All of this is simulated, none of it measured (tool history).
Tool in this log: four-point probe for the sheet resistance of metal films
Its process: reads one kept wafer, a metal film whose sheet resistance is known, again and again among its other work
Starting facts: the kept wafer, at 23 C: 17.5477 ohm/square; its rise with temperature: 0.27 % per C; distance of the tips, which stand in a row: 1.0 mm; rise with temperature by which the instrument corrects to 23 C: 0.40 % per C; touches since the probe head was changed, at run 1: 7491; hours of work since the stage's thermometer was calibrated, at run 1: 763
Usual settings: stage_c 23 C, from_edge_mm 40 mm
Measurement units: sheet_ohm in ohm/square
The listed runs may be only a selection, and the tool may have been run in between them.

run	day	stage_c	from_edge_mm	touches since the probe head was changed	hours of work since the stage's thermometer was calibrated	sheet_ohm
1	0	23	40	7491	763	17.68061
2	1.633	23	40	8307	782	17.684874
3	3.425	23	40	9202	803	17.68937
4	4.729	23	33	9853	819	17.683408
5	6.258	23	33	10619	836	17.687449
6	7.467	23	33	11221	851	17.686909
7	9.521	23	40	12247	875	17.687418
8	11.283	23	40	13128	895	17.683369
9	12.288	23	40	13630	907	17.69106
10	14.079	23	40	14526	928	17.693426
11	15.642	18	40	15305	947	17.799841
12	16.846	23	47	15908	961	17.686505
13	17.867	23	47	16417	973	17.691087
14	19.667	23	47	17317	994	17.682648
15	21.712	23	47	18339	1018	17.685834
16	23.521	22	19	19243	1039	17.729915
17	25.221	34	40	20092	1059	17.459458
18	26.212	26	14	20588	1071	17.664727
19	27.621	33	18	21290	1087	17.508857
20	29.488	28	26	22223	1109	17.592312
21	31.546	28	26	23252	1133	17.595382
22	32.496	30	40	23726	1144	17.543282
23	34.192	30	40	24575	1164	17.539805
24	36.225	30	40	25589	1188	17.543238
25	38.054	19	11	26504	1210	17.858516
26	39.8	27	64	27377	1230	17.607252
27	40.938	27	64	27945	1243	17.609304
28	42.921	27	64	28935	1267	17.610963
29	44.854	24	66	29902	1289	17.670127

Some steps in sheet_ohm between neighbouring runs. How much of each would the tool show without its hidden state too (settings, what came in, random variation), and how much is left for the hidden state, with any gauge scatter that isn't in both results?
The tool's hidden condition here consists of: inner tips' distance over the nominal, %; tips' flats over new ones', %; wafer's true temperature over the reading, C; drift of the gauge itself on sheet_ohm, %.
Run 16 -> 17: stage_c 22 -> 34, from_edge_mm 19 -> 40. sheet_ohm -0.270457 ohm/square: hidden state -0.001275, all else -0.269182.
Run 17 -> 18: stage_c 34 -> 26, from_edge_mm 40 -> 14. sheet_ohm +0.205269 ohm/square: hidden state +0.001791, all else +0.203478.
Run 24 -> 25: stage_c 30 -> 19, from_edge_mm 40 -> 11. sheet_ohm +0.315278 ohm/square: hidden state +0.002846, all else +0.312432.
